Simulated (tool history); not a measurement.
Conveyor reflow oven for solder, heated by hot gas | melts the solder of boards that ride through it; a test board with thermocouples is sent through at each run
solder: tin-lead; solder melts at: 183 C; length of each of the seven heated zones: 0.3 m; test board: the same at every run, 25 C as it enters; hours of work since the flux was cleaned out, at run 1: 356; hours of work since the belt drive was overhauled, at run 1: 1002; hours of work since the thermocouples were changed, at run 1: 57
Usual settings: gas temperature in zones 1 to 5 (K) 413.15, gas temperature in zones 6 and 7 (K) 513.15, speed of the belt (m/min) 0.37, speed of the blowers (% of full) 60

run   hour  gas temperature in zones 1 to 5 (K)  gas temperature in zones 6 and 7 (K)  speed of the belt (m/min)  speed of the blowers (% of full)  hours of work since the flux was cleaned out  hours of work since the belt drive was overhauled  hours of work since the thermocouples were changed  highest temperature of the board (K)  time above the solder's melting point (s)
  1      0                               413.15                                513.15                       0.37                                60                                           356                                               1002                                                  57                                487.65                                       70.7
  2     37                               413.15                                513.15                       0.37                                60                                           382                                               1028                                                  83                                487.65                                       70.8
  3   64.6                               413.15                                513.15                       0.37                                60                                           402                                               1047                                                 102                                487.55                                       69.3
  4   92.3                               413.15                                513.15                       0.37                                60                                           421                                               1067                                                 122                                487.15                                       69.1
  5  129.6                               413.15                                513.15                       0.37                                60                                           447                                               1093                                                 148                                487.05                                       69.3
  6  151.9                               413.15                                513.15                       0.37                                60                                           463                                               1108                                                 164                                486.45                                       70.1
  7  171.9                               413.15                                513.15                       0.37                                60                                           477                                               1122                                                 178                                487.35                                       68.6
     182.9  -- flux residue cleaned out of gas plates and filters
  8  198.2                               413.15                                513.15                       0.37                                60                                            11                                               1137                                                 193                                483.75                                       65.7
  9  223.9                               413.15                                513.15                       0.37                                60                                            29                                               1155                                                 211                                484.15                                       65.6
     249.6  -- flux residue cleaned out of gas plates and filters, once more
 10  261.3                               413.15                                513.15                       0.37                                60                                             8                                               1178                                                 233                                489.35                                       72.1
 11  290.5                               413.15                                513.15                       0.37                                60                                            29                                               1199                                                 254                                489.65                                       74.2
 12    318                               413.15                                513.15                       0.37                                60                                            48                                               1218                                                 273                                488.95                                       72.8
 13  336.1                               413.15                                513.15                       0.37                                60                                            61                                               1231                                                 286                                489.55                                       73.1
 14  359.3                               413.15                                513.15                       0.37                                60                                            77                                               1247                                                 302                                489.65                                       73.9
 15    392                               413.15                                513.15                       0.37                                60                                           100                                               1270                                                 325                                489.65                                       72.9
 16  431.1                               403.15                                501.15                      0.353                                72                                           127                                               1297                                                 352                                482.75                                       64.6
 17  469.9                               408.15                                513.15                      0.346                                60                                           155                                               1325                                                 380                                490.15                                       78.2
 18  498.5                               408.15                                513.15                      0.346                                60                                           175                                               1345                                                 400                                489.05                                       77.2
 19  540.2                               408.15                                510.15                      0.411                                60                                           204                                               1374                                                 429                                480.35                                         52
 20  570.6                               408.15                                510.15                      0.411                                75                                           225                                               1395                                                 450                                486.45                                       59.8
 21  604.3                               408.15                                510.15                      0.411                                75                                           249                                               1419                                                 474                                485.55                                       59.1
 22  637.2                               408.15                                510.15                      0.411                                75                                           272                                               1442                                                 497                                485.95                                       58.5
 23  677.1                               411.15                                516.15                      0.411                                71                                           300                                               1470                                                 525                                489.05                                         65
 24  710.4                               411.15                                520.15                       0.32                                62                                           323                                               1493                                                 548                                499.15                                       95.8
 25  729.1                               411.15                                520.15                       0.32                                62                                           336                                               1506                                                 562                                498.15                                       95.7
 26  762.9                               411.15                                520.15                       0.32                                62                                           360                                               1530                                                 585                                498.25                                       95.1
 27  786.6                               411.15                                510.15                       0.32                                67                                           377                                               1547                                                 602                                491.05                                       86.6
 28  824.7                               413.15                                509.15                       0.37                                56                                           404                                               1574                                                 629                                482.15                                       62.5
 29  842.4                               402.15                                508.15                      0.372                                67                                           416                                               1586                                                 641                                481.65                                       59.7

Forecast each of these 4 alternatives for the next run:
     864.7  -- thermocouples of zones 6 and 7 changed
  A  877.6                               411.15                                508.15                       0.37                                78                                           439                                               1609                                                   9                                     ?                                          ?
     864.7  -- thermocouples of zones 6 and 7 changed
  B  877.6                               425.15                                516.15                       0.37                                60                                           439                                               1609                                                   9                                     ?                                          ?
     864.7  -- thermocouples of zones 6 and 7 changed
  C  877.6                               415.15                                515.15                      0.372                                67                                           439                                               1609                                                   9                                     ?                                          ?
     864.7  -- thermocouples of zones 6 and 7 changed
  D  877.6                               420.15                                513.15                       0.37                                60                                           439                                               1609                                                   9                                     ?                                          ?

run  highest temperature of the board (K)  time above the solder's melting point (s)
  A                                489.05                                       73.5
  B                                493.65                                         85
  C                                491.75                                         77
  D                                489.05                                       77.9
Without the tool's hidden state the same runs would have given:
run  highest temperature of the board (K)  time above the solder's melting point (s)
  A                                491.75                                       74.4
  B                                495.55                                       84.3
  C                                494.15                                         77
  D                                491.05                                       77.7
